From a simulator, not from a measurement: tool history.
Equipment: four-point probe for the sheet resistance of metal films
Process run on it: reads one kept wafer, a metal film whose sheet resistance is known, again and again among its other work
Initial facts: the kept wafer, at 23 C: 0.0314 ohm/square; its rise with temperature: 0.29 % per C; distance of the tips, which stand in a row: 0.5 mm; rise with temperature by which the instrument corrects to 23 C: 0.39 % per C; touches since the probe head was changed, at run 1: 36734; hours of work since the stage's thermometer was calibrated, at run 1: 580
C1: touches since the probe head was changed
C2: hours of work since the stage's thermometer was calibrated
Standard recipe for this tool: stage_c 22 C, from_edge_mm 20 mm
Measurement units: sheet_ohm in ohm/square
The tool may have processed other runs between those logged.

{"run": 1, "day": 0.0, "stage_c": 22, "from_edge_mm": 20, "C1": 36734, "C2": 580, "sheet_ohm": 0.031434}
{"run": 2, "day": 3.683, "stage_c": 23, "from_edge_mm": 20, "C1": 40576, "C2": 641, "sheet_ohm": 0.031406}
{"run": 3, "day": 7.554, "stage_c": 23, "from_edge_mm": 20, "C1": 44617, "C2": 704, "sheet_ohm": 0.031406}
{"run": 4, "day": 9.279, "stage_c": 23, "from_edge_mm": 20, "C1": 46415, "C2": 733, "sheet_ohm": 0.031412}
{"run": 5, "day": 12.929, "stage_c": 23, "from_edge_mm": 20, "C1": 50223, "C2": 793, "sheet_ohm": 0.031408}
{"run": 6, "day": 15.662, "stage_c": 22, "from_edge_mm": 72, "C1": 53076, "C2": 838, "sheet_ohm": 0.031427}
{"run": 7, "day": 17.888, "stage_c": 22, "from_edge_mm": 72, "C1": 55396, "C2": 875, "sheet_ohm": 0.031421}
{"run": 8, "day": 21.388, "stage_c": 22, "from_edge_mm": 72, "C1": 59048, "C2": 932, "sheet_ohm": 0.031428}
{"run": 9, "day": 23.342, "stage_c": 22, "from_edge_mm": 20, "C1": 61085, "C2": 964, "sheet_ohm": 0.031429}
{"run": 10, "day": 25.929, "stage_c": 21, "from_edge_mm": 20, "C1": 63784, "C2": 1007, "sheet_ohm": 0.031486}
{"run": 11, "day": 28.242, "stage_c": 21, "from_edge_mm": 20, "C1": 66199, "C2": 1045, "sheet_ohm": 0.031479}
{"run": 12, "day": 31.988, "stage_c": 21, "from_edge_mm": 20, "C1": 70104, "C2": 1107, "sheet_ohm": 0.031466}
{"run": 13, "day": 34.554, "stage_c": 21, "from_edge_mm": 20, "C1": 72784, "C2": 1149, "sheet_ohm": 0.03147}
{"run": 14, "day": 37.479, "stage_c": 18, "from_edge_mm": 20, "C1": 75833, "C2": 1197, "sheet_ohm": 0.031558}
{"run": 15, "day": 39.396, "stage_c": 18, "from_edge_mm": 20, "C1": 77833, "C2": 1229, "sheet_ohm": 0.031575}
{"run": 16, "day": 43.533, "stage_c": 18, "from_edge_mm": 20, "C1": 82148, "C2": 1297, "sheet_ohm": 0.031569}
{"run": 17, "day": 45.554, "stage_c": 18, "from_edge_mm": 20, "C1": 84258, "C2": 1330, "sheet_ohm": 0.031566}
{"run": 18, "day": 48.508, "stage_c": 22, "from_edge_mm": 10, "C1": 87342, "C2": 1379, "sheet_ohm": 0.031458}
{"run": 19, "day": 51.596, "stage_c": 22, "from_edge_mm": 12, "C1": 90563, "C2": 1430, "sheet_ohm": 0.031455}
{"run": 20, "day": 55.125, "stage_c": 22, "from_edge_mm": 9, "C1": 94240, "C2": 1488, "sheet_ohm": 0.031485}
{"run": 21, "day": 58.612, "stage_c": 22, "from_edge_mm": 9, "C1": 97879, "C2": 1545, "sheet_ohm": 0.031479}
{"run": 22, "day": 61.692, "stage_c": 22, "from_edge_mm": 9, "C1": 101091, "C2": 1596, "sheet_ohm": 0.031481}
{"day": 62.021, "done": "stage's thermometer calibrated"}
{"run": 23, "day": 64.412, "stage_c": 22, "from_edge_mm": 26, "C1": 103912, "C2": 39, "sheet_ohm": 0.031436}
{"run": 24, "day": 67.775, "stage_c": 20, "from_edge_mm": 11, "C1": 107419, "C2": 95, "sheet_ohm": 0.031526}
{"run": 25, "day": 71.871, "stage_c": 20, "from_edge_mm": 3, "C1": 111692, "C2": 162, "sheet_ohm": 0.031958}
{"run": 26, "day": 75.958, "stage_c": 25, "from_edge_mm": 4, "C1": 115953, "C2": 230, "sheet_ohm": 0.031602}
{"run": 27, "day": 79.125, "stage_c": 23, "from_edge_mm": 9, "C1": 119260, "C2": 282, "sheet_ohm": 0.031449}
{"run": 28, "day": 81.046, "stage_c": 28, "from_edge_mm": 13, "C1": 121264, "C2": 313, "sheet_ohm": 0.031274}
{"run": 29, "day": 83.854, "stage_c": 28, "from_edge_mm": 13, "C1": 124192, "C2": 360, "sheet_ohm": 0.031277}
{"run": 30, "day": 86.971, "stage_c": 28, "from_edge_mm": 13, "C1": 127442, "C2": 411, "sheet_ohm": 0.031275}
{"run": 31, "day": 90.104, "stage_c": 19, "from_edge_mm": 32, "C1": 130713, "C2": 463, "sheet_ohm": 0.031531}
{"run": 32, "day": 93.842, "stage_c": 30, "from_edge_mm": 17, "C1": 134613, "C2": 524, "sheet_ohm": 0.031195}
{"run": 33, "day": 97.6, "stage_c": 31, "from_edge_mm": 13, "C1": 138530, "C2": 586, "sheet_ohm": 0.031172}
{"run": 34, "day": 101.325, "stage_c": 28, "from_edge_mm": 10, "C1": 142419, "C2": 647, "sheet_ohm": 0.03129}
{"run": 35, "day": 104.825, "stage_c": 28, "from_edge_mm": 10, "C1": 146071, "C2": 705, "sheet_ohm": 0.031281}
{"run": 36, "day": 108.242, "stage_c": 23, "from_edge_mm": 10, "C1": 149633, "C2": 761, "sheet_ohm": 0.031436}
{"run": 37, "day": 110.979, "stage_c": 31, "from_edge_mm": 20, "C1": 152492, "C2": 806, "sheet_ohm": 0.031172}
{"run": 38, "day": 115.029, "stage_c": 22, "from_edge_mm": 16, "C1": 156713, "C2": 873, "sheet_ohm": 0.031439}

Below are 3 alternative next runs, each starting from the tool's condition after run 38. Predict each:
{"run": "A", "day": 117.971, "stage_c": 34, "from_edge_mm": 8, "C1": 159782, "C2": 921, "sheet_ohm": "?"}
{"run": "B", "day": 117.971, "stage_c": 31, "from_edge_mm": 12, "C1": 159782, "C2": 921, "sheet_ohm": "?"}
{"run": "C", "day": 117.971, "stage_c": 29, "from_edge_mm": 20, "C1": 159782, "C2": 921, "sheet_ohm": "?"}

run=A sheet_ohm=0.031136
run=B sheet_ohm=0.031184
run=C sheet_ohm=0.031220
What these runs would have given with no unlogged condition in the tool:
run=A sheet_ohm=0.031141
run=B sheet_ohm=0.031188
run=C sheet_ohm=0.031224
